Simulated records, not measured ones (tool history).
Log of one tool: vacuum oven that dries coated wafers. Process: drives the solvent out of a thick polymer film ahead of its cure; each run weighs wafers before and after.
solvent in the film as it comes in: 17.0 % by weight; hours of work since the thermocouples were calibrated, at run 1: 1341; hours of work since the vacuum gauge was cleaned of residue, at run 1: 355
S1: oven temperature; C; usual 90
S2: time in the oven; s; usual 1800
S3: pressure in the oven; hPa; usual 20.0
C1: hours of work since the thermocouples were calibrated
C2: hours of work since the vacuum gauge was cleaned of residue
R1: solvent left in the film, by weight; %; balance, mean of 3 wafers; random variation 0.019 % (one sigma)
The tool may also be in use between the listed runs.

run    hour   S1    S2    S3    C1    C2    R1
  1     0.0   90  1800  20.0  1341   355  2.54
  2    59.1   90  1980  20.0  1388   402  2.16
  3   163.4   90  1980  20.0  1471   485  2.13
      209.5  -- oven's thermocouples calibrated
  4   221.6   90  1800  20.0    10   529  2.14
  5   329.6   90  2700  20.0    95   615  1.11
  6   408.9   90  2700  20.0   158   678  1.08
  7   495.4   90  2700  20.0   227   747  1.12
  8   564.5   77  1800  20.0   282   802  5.00
  9   672.3   90  1800  10.2   368   887  1.87
      697.0  -- oven's thermocouples calibrated, once more
 10   782.0   90  1800  10.2    68   973  2.63
 11   839.3   90  1800  10.2   113  1019  2.63
 12   886.9   90  1800  10.2   151  1056  2.60
 13   977.7  102  1800  20.0   223  1129  1.02
 14  1042.8  102  1800  20.0   275  1180  1.03
 15  1093.3  102  1800  20.0   315  1220  1.02
 16  1190.9   90  1800  20.0   393  1298  2.81
 17  1276.0   90  1800  20.0   460  1366  2.81
 18  1337.4   91  1800  20.0   509  1414  2.56
 19  1395.2   91  1800  20.0   555  1460  2.58
 20  1498.3   91  1800  20.0   637  1542  2.56
 21  1582.7   91  1800  20.0   704  1609  2.55
 22  1648.3   90  1800  24.2   756  1662  2.83
 23  1704.9   90  1800  24.2   801  1707  2.79
 24  1793.4   90  1800  24.2   871  1777  2.79
 25  1897.3   90  2100  24.2   954  1860  2.22
 26  2004.6   90  1980  18.5  1039  1945  2.25
 27  2053.1   90  2640  48.7  1078  1983  2.30
 28  2139.7   90  2640  48.7  1147  2052  2.32
 29  2236.4   81  1800  39.8  1224  2129  5.29
 30  2326.7  100  1800  30.0  1295  2201  1.30
 31  2391.8   95  1740  66.3  1347  2253  2.90
 32  2500.9   95  1740  66.3  1434  2339  2.87
 33  2577.9   95  1740  57.5  1495  2400  2.66
     2588.6  -- oven's thermocouples calibrated
 34  2657.1   95  1740  57.5    54  2462  3.03
     2691.4  -- vacuum gauge cleaned of residue and calibrated
 35  2716.6   95  1740  57.5   101    20  2.94
 36  2816.3   95  1740  57.5   180    99  2.90
 37  2875.9   92  1740  57.5   227   147  3.51
 38  2950.2   92  1740  57.5   286   206  3.47
 39  3022.5   86  2580  57.5   344   263  3.51
 40  3111.2   86  2580  57.5   414   334  3.51
 41  3182.9   86  2580  57.5   471   391  3.49
 42  3273.0   86  2580  57.5   543   462  3.50
 43  3369.5   93  1800  22.7   620   539  2.23
 44  3439.0   93  1800  22.7   675   594  2.19
 45  3532.3   96  1800  24.7   749   668  1.74
 46  3612.5   88  2400  59.1   813   732  3.24
 47  3676.8   88  2400  59.1   864   783  3.22

Hidden state at the last listed run before each entry between runs and at the first one after, where it differs:
Between runs 3 and 4: oven's thermocouples calibrated (hour 209.5)
  true wafer temperature over the reading, C: 2.2 -> 3.8; true pressure over the reading, kPa: 0.084 -> 0.092
  measured less the result without the state, R1: -0.38 -> -0.70 %
Between runs 9 and 10: oven's thermocouples calibrated, once more (hour 697.0)
  true wafer temperature over the reading, C: 4.35 -> 0.04; true pressure over the reading, kPa: 0.151 -> 0.163
  measured less the result without the state, R1: -0.75 -> +0.03 %
Between runs 33 and 34: oven's thermocouples calibrated (hour 2588.6)
  true wafer temperature over the reading, C: 2.3 -> 0.07; true pressure over the reading, kPa: 0.4 -> 0.409
  measured less the result without the state, R1: -0.33 -> +0.08 %
Between runs 34 and 35: vacuum gauge cleaned of residue and calibrated (hour 2691.4)
  true wafer temperature over the reading, C: 0.07 -> 0.14; true pressure over the reading, kPa: 0.409 -> 0.005
  measured less the result without the state, R1: +0.08 -> -0.03 %

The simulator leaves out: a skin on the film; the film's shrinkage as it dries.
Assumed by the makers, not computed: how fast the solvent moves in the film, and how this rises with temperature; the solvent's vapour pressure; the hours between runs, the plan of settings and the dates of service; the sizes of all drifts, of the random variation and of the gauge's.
